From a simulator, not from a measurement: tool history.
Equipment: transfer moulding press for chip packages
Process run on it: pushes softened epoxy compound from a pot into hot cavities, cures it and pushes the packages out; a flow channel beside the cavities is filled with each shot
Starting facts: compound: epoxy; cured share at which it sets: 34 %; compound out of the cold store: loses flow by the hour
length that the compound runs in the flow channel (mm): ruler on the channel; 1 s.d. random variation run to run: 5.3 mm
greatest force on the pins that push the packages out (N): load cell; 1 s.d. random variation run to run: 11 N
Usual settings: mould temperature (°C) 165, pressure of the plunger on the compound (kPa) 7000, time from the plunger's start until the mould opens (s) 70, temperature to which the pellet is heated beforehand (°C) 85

run,hour,mould temperature (°C),pressure of the plunger on the compound (kPa),time from the plunger's start until the mould opens (s),temperature to which the pellet is heated beforehand (°C),incoming compound's hours out of the cold store,length that the compound runs in the flow channel (mm),greatest force on the pins that push the packages out (N)
1,0,165,7000,70,85,33.1,791,521
2,5.5,165,7000,70,85,19,825,616
3,10.5,165,6090,70,85,38.5,726,665
4,20.6,165,7000,70,85,39.9,768,812
5,31.7,165,7000,70,85,32.9,781,921
# hour 36.2: cavities cleaned with cleaning compound and waxed
6,41.2,165,7000,70,85,43.2,766,575
7,47,165,7000,70,85,12.6,838,693
8,52.4,165,7000,70,85,40.6,771,743
9,61.1,165,7000,70,85,19.5,826,849
# hour 72.9: cavities cleaned with cleaning compound and waxed
10,72.9,165,7000,70,85,14.6,837,533
11,77.5,165,7460,70,85,25.3,838,576
12,87.3,165,7000,70,85,33.7,781,734
13,93.1,165,6200,70,78,33.6,737,801
14,104.3,165,6200,72,94,22.8,758,815
# hour 109.8: cavities cleaned with cleaning compound and waxed
15,112.5,165,6200,72,82,44.5,707,513
16,122.7,165,6200,72,82,28.3,744,664
# hour 125.2: mould's thermocouples calibrated
17,132.6,165,5590,70,85,17,736,814
18,137.5,165,5590,70,85,28.4,710,821
19,145.7,165,7000,56,89,32.3,774,1628
# hour 149: cavities cleaned with cleaning compound and waxed
# hour 151.8: mould's thermocouples calibrated, once more
20,155.2,165,5900,70,85,31.5,718,585
21,161.7,165,5390,88,88,23.6,702,568
22,169.3,165,5390,88,88,22.2,711,618
23,177.9,165,7340,88,82,44.5,775,674
# hour 187.6: cavities cleaned with cleaning compound and waxed
24,188.7,165,7340,88,82,9.6,855,418

Branching from run 24: 5 alternative next runs. What would each branch give?
A,199.6,165,7900,57,88,39,?,?
B,199.6,163,7340,83,94,45.5,?,?
C,199.6,166,6350,70,84,31.9,?,?
D,199.6,164,8100,54,85,30.8,?,?
E,199.6,162,7280,70,85,24,?,?

run,length that the compound runs in the flow channel (mm),greatest force on the pins that push the packages out (N)
A,799,1158
B,755,554
C,740,695
D,829,1482
E,811,875
The same runs, with their run-to-run variation unchanged, on a tool lacking any hidden condition would have given:
run,length that the compound runs in the flow channel (mm),greatest force on the pins that push the packages out (N)
A,834,820
B,788,395
C,772,496
D,865,1052
E,846,622
